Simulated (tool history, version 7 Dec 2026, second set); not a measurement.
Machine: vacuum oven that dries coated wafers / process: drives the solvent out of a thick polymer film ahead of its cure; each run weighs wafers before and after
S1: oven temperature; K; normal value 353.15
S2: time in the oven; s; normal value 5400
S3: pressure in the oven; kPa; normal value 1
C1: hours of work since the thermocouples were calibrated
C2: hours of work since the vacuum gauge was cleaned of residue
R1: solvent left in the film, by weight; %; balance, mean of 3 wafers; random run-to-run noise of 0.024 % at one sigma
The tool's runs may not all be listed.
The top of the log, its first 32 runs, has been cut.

run 33 hour=1712.5 | S1=356.15 S2=4620 S3=0.62 | C1=408 C2=1934 | R1=3.95
run 34 hour=1777.1 | S1=358.15 S2=8820 S3=1.57 | C1=456 C2=1982 | R1=1.26
run 35 hour=1827.9 | S1=358.15 S2=8820 S3=0.96 | C1=494 C2=2019 | R1=1.14
run 36 hour=1872.6 | S1=342.15 S2=5760 S3=0.96 | C1=527 C2=2052 | R1=8.37
run 37 hour=1911.6 | S1=342.15 S2=5760 S3=0.96 | C1=556 C2=2081 | R1=8.32
run 38 hour=1970.9 | S1=342.15 S2=6960 S3=0.78 | C1=600 C2=2125 | R1=7.32
run 39 hour=2029.8 | S1=342.15 S2=6960 S3=0.78 | C1=643 C2=2169 | R1=7.32
-- hour=2058.8 oven's thermocouples calibrated
run 40 hour=2103.5 | S1=342.15 S2=6960 S3=0.78 | C1=33 C2=2222 | R1=7.14
run 41 hour=2167.3 | S1=351.15 S2=3840 S3=3.33 | C1=80 C2=2269 | R1=7.16
run 42 hour=2234.7 | S1=359.15 S2=7920 S3=1 | C1=130 C2=2319 | R1=1.07
run 43 hour=2302.7 | S1=361.15 S2=3900 S3=0.5 | C1=181 C2=2369 | R1=2.78
run 44 hour=2355.8 | S1=364.15 S2=5400 S3=1 | C1=220 C2=2409 | R1=1.13
run 45 hour=2394.5 | S1=355.15 S2=5400 S3=0.92 | C1=249 C2=2437 | R1=3.35
run 46 hour=2424.5 | S1=355.15 S2=5400 S3=0.92 | C1=271 C2=2459 | R1=3.35

Here are 5 independent what-if runs from the current tool condition. What would each one return?
run A hour=2487.3 | S1=353.15 S2=4680 S3=0.58 | C1=317 C2=2506 | R1=?
run B hour=2487.3 | S1=355.15 S2=5400 S3=0.77 | C1=317 C2=2506 | R1=?
run C hour=2487.3 | S1=355.15 S2=5280 S3=0.92 | C1=317 C2=2506 | R1=?
run D hour=2487.3 | S1=343.15 S2=8760 S3=0.63 | C1=317 C2=2506 | R1=?
run E hour=2487.3 | S1=342.15 S2=4560 S3=1.07 | C1=317 C2=2506 | R1=?

run=A R1=4.73
run=B R1=3.3
run=C R1=3.45
run=D R1=5.53
run=E R1=9.13
With the hidden condition removed and each run's random variation left untouched, the same runs would have given:
run=A R1=4.73
run=B R1=3.27
run=C R1=3.42
run=D R1=5.44
run=E R1=9.09
